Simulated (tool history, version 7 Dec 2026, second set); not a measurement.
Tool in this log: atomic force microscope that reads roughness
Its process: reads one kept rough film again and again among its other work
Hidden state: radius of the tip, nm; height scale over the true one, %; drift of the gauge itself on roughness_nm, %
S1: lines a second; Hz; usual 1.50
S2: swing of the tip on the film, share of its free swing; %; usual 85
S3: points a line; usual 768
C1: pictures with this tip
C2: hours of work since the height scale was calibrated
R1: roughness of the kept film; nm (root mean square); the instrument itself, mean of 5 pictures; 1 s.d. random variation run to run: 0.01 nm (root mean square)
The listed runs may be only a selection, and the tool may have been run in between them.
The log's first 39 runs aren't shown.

run,hour,S1,S2,S3,C1,C2,R1
# hour 803.4: new tip fitted
40,815.5,1.21,85,548,19,84,2.296
41,829.7,1.44,64,768,42,93,2.365
42,843.1,1.44,64,768,64,101,2.223
43,859.1,1.38,87,768,90,111,1.802
44,872.9,1.15,70,496,112,119,1.936
45,899.3,2.86,90,671,155,135,1.254
# hour 914.0: new tip fitted
46,926.0,0.79,57,699,20,151,2.611
47,950.4,0.75,68,439,59,166,2.255
48,976.0,1.61,68,410,101,182,1.922
49,988.7,0.73,80,351,122,189,1.841
50,1005.3,0.73,80,351,149,199,1.726
51,1020.0,0.69,71,445,172,208,1.707
# hour 1024.6: new tip fitted
52,1032.4,1.50,85,1002,13,216,2.289

Forecast each of these 4 alternatives for the next run:
A,1057.4,0.78,89,1002,53,231,?
B,1057.4,3.23,85,347,53,231,?
C,1057.4,2.40,64,360,53,231,?
D,1057.4,2.75,80,338,53,231,?

run,R1
A,2.134
B,1.619
C,2.168
D,1.827
What these runs would have given with no unlogged condition in the tool:
run,R1
A,2.551
B,1.939
C,2.590
D,2.183
